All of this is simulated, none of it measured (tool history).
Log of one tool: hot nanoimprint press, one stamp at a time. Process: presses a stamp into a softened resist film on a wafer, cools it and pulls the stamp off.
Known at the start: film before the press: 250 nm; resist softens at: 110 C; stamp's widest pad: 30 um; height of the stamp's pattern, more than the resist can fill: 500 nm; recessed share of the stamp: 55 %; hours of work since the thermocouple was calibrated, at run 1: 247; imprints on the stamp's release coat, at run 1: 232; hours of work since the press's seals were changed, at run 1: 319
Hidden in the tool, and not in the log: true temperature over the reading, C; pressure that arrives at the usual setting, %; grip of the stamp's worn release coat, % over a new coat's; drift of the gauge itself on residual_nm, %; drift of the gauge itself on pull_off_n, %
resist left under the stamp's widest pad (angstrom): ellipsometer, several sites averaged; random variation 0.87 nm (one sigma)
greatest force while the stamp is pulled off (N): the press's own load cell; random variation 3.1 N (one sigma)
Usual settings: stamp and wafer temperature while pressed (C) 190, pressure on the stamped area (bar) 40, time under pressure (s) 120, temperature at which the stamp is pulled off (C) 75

run,day,stamp and wafer temperature while pressed (C),pressure on the stamped area (bar),time under pressure (s),temperature at which the stamp is pulled off (C),hours of work since the thermocouple was calibrated,imprints on the stamp's release coat,hours of work since the press's seals were changed,resist left under the stamp's widest pad (angstrom),greatest force while the stamp is pulled off (N)
1,0,190,40,120,75,247,232,319,1180,154
2,0.562,198,40,120,75,256,280,328,861,155
3,0.917,198,40,120,75,261,310,333,861,158
4,1.658,198,40,120,75,273,372,345,851,163
5,2.154,191,40,120,75,281,414,353,1134,164
6,2.571,190,40,137,75,287,449,359,1118,160

The next listed run, before its measurement:
7,3.058,190,40,137,61,295,491,367,?,?

{"run 7": {"resist left under the stamp's widest pad (angstrom)": 1114, "greatest force while the stamp is pulled off (N)": 181}}
Without the tool's hidden state the same run would have given resist left under the stamp's widest pad (angstrom) 1125, greatest force while the stamp is pulled off (N) 162.

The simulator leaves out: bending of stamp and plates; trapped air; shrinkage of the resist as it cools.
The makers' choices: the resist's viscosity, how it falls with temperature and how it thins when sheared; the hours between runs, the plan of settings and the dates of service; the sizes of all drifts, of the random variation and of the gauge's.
